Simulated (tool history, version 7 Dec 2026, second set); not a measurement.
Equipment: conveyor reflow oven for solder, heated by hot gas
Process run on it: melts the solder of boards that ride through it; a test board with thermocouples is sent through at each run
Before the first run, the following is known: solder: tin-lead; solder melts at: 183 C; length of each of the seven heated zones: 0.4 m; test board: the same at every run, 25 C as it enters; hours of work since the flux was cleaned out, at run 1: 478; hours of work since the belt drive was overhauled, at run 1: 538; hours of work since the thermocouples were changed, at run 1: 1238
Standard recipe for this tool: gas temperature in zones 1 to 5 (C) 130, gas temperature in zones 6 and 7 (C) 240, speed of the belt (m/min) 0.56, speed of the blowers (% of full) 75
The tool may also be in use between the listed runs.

run,day,gas temperature in zones 1 to 5 (C),gas temperature in zones 6 and 7 (C),speed of the belt (m/min),speed of the blowers (% of full),hours of work since the flux was cleaned out,hours of work since the belt drive was overhauled,hours of work since the thermocouples were changed,highest temperature of the board (C),time above the solder's melting point (s)
1,0,130,240,0.56,75,478,538,1238,214.1,57.3
# day 1.583: flux residue cleaned out of gas plates and filters
2,2.117,130,240,0.666,75,9,570,1270,211.1,46.9
3,3.375,130,240,0.666,75,30,592,1291,210.9,44.7
# day 4.012: thermocouples of zones 6 and 7 changed
4,4.967,130,240,0.666,75,56,617,16,214.7,47.8
5,6.75,130,240,0.666,75,86,648,46,213.7,47.8
6,8.342,130,240,0.56,75,113,675,73,220.4,64.1
7,9.375,130,240,0.56,75,131,692,91,220.1,64
8,10.417,130,240,0.56,75,148,710,109,220,64.3
9,12.612,130,240,0.56,75,186,747,146,219.9,62.2
10,14.325,130,240,0.56,75,215,776,175,219.2,62
11,15.517,130,240,0.56,75,235,796,195,219.3,62.9
12,16.496,130,240,0.56,75,252,813,212,217.9,63.1
13,18.517,130,240,0.56,75,286,847,246,218.7,61.9
14,20.479,127,240,0.56,75,319,881,280,217.4,59.9
15,21.654,127,240,0.56,75,339,901,300,217.5,60.6
16,22.8,142,229,0.56,75,359,920,319,211.2,61
17,24.454,128,253,0.647,62,387,948,347,215.5,49.7
18,25.438,137,240,0.61,59,404,965,364,209.5,50.4
19,26.333,127,228,0.523,57,419,980,379,203.6,46.9
# day 26.996: belt drive overhauled, speed set with a stopwatch
20,28.683,135,241,0.59,75,456,29,416,216.7,59.2

Run 21 has not been measured yet. What should we expect?
21,29.783,144,240,0.56,69,475,47,435,?,?

Run 21 produced highest temperature of the board (C) 218.1, time above the solder's melting point (s) 67.6.
Take away the tool's hidden state, keep the run-to-run variation as it was, and the same run would have given highest temperature of the board (C) 222.5, time above the solder's melting point (s) 70.5.

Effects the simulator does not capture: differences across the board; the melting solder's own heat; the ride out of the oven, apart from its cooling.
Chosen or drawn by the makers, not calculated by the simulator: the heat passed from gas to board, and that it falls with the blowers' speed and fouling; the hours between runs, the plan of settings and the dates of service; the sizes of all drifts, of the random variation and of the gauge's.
